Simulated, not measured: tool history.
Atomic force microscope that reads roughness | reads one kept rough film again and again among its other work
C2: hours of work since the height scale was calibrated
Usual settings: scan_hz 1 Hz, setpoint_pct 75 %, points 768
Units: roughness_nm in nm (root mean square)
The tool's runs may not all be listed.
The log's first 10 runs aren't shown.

Run 11, hour 70.9: usual settings; pictures with this tip 18; C2 168. Result: roughness_nm 2.376 nm (root mean square).
Run 12, hour 80.1: usual settings; pictures with this tip 35; C2 174. Result: roughness_nm 2.248 nm (root mean square).
Run 13, hour 85.4: usual settings; pictures with this tip 45; C2 177. Result: roughness_nm 2.197 nm (root mean square).
Run 14, hour 94.9: usual settings but points 325; pictures with this tip 63; C2 183. Result: roughness_nm 2.049 nm (root mean square).
At hour 96.3: height scale calibrated on a step standard.
Run 15, hour 100.7: usual settings but scan_hz 2.8 Hz; pictures with this tip 72; C2 3. Result: roughness_nm 1.8 nm (root mean square).
At hour 103.4: new tip fitted.
Run 16, hour 106.9: usual settings but scan_hz 2.8 Hz; pictures with this tip 7; C2 6. Result: roughness_nm 2.196 nm (root mean square).
Run 17, hour 113.1: usual settings but points 642; pictures with this tip 18; C2 10. Result: roughness_nm 2.387 nm (root mean square).
At hour 117.6: height scale calibrated on a step standard, once more.
Run 18, hour 119.2: usual settings but points 642; pictures with this tip 28; C2 1. Result: roughness_nm 2.298 nm (root mean square).
Run 19, hour 127.7: usual settings but points 642; pictures with this tip 44; C2 6. Result: roughness_nm 2.201 nm (root mean square).
Run 20, hour 131.6: usual settings but scan_hz 1.2 Hz, setpoint_pct 61 %, points 928; pictures with this tip 51; C2 9. Result: roughness_nm 2.231 nm (root mean square).
Run 21, hour 135.5: usual settings but scan_hz 1.2 Hz, setpoint_pct 61 %, points 928; pictures with this tip 59; C2 11. Result: roughness_nm 2.18 nm (root mean square).
Run 22, hour 143.1: usual settings but setpoint_pct 90 %, points 378; pictures with this tip 73; C2 16. Result: roughness_nm 1.855 nm (root mean square).
At hour 145.2: new tip fitted.
Run 23, hour 150: usual settings but scan_hz 1.06 Hz, setpoint_pct 64 %, points 309; pictures with this tip 9; C2 20. Result: roughness_nm 2.48 nm (root mean square).
Run 24, hour 154: usual settings but scan_hz 1.86 Hz, setpoint_pct 60 %, points 309; pictures with this tip 17; C2 23. Result: roughness_nm 2.384 nm (root mean square).
Run 25, hour 163.3: usual settings but scan_hz 1.86 Hz, setpoint_pct 60 %, points 309; pictures with this tip 34; C2 29. Result: roughness_nm 2.264 nm (root mean square).
Run 26, hour 168.1: usual settings but scan_hz 2.77 Hz, setpoint_pct 56 %, points 414; pictures with this tip 43; C2 32. Result: roughness_nm 2.209 nm (root mean square).
Run 27, hour 174.5: usual settings but scan_hz 3.67 Hz, setpoint_pct 73 %, points 414; pictures with this tip 55; C2 36. Result: roughness_nm 1.833 nm (root mean square).
Run 28, hour 182.1: usual settings but scan_hz 3.67 Hz, setpoint_pct 73 %, points 414; pictures with this tip 70; C2 41. Result: roughness_nm 1.758 nm (root mean square).
At hour 185.9: new tip fitted.
Run 29, hour 186.6: usual settings but scan_hz 3.08 Hz, setpoint_pct 73 %, points 1012; pictures with this tip 1; C2 43. Result: roughness_nm 2.238 nm (root mean square).
Run 30, hour 191.6: usual settings but scan_hz 3.08 Hz, setpoint_pct 73 %, points 1012; pictures with this tip 11; C2 46. Result: roughness_nm 2.149 nm (root mean square).
Run 31, hour 195.5: usual settings but scan_hz 1.05 Hz, setpoint_pct 59 %, points 483; pictures with this tip 18; C2 49. Result: roughness_nm 2.422 nm (root mean square).
Run 32, hour 199.8: usual settings but scan_hz 1.05 Hz, setpoint_pct 61 %, points 280; pictures with this tip 26; C2 52. Result: roughness_nm 2.315 nm (root mean square).
Run 33, hour 206.3: usual settings but scan_hz 2.56 Hz, setpoint_pct 84 %; pictures with this tip 38; C2 56. Result: roughness_nm 1.838 nm (root mean square).
Run 34, hour 214: usual settings but scan_hz 0.94 Hz, setpoint_pct 66 %; pictures with this tip 53; C2 61. Result: roughness_nm 2.196 nm (root mean square).
Run 35, hour 221.1: usual settings but scan_hz 0.94 Hz, setpoint_pct 66 %; pictures with this tip 66; C2 65. Result: roughness_nm 2.113 nm (root mean square).

5 ways to go on from here, each from the tool as it stands after run 35. What would each give?
Run A, hour 225: usual settings but scan_hz 1.05 Hz, points 408; pictures with this tip 73; C2 67. Result: roughness_nm ?.
Run B, hour 225: usual settings but scan_hz 3.1 Hz, setpoint_pct 65 %, points 832; pictures with this tip 73; C2 67. Result: roughness_nm ?.
Run C, hour 225: usual settings but scan_hz 0.94 Hz, setpoint_pct 83 %; pictures with this tip 73; C2 67. Result: roughness_nm ?.
Run D, hour 225: usual settings but scan_hz 1.73 Hz; pictures with this tip 73; C2 67. Result: roughness_nm ?.
Run E, hour 225: usual settings but scan_hz 2.55 Hz, setpoint_pct 66 %; pictures with this tip 73; C2 67. Result: roughness_nm ?.

run  roughness_nm
  A         1.991
  B         1.927
  C         1.956
  D         1.913
  E         1.939
Without the tool's hidden state the same runs would have given:
run  roughness_nm
  A         2.523
  B         2.443
  C         2.479
  D         2.426
  E         2.458
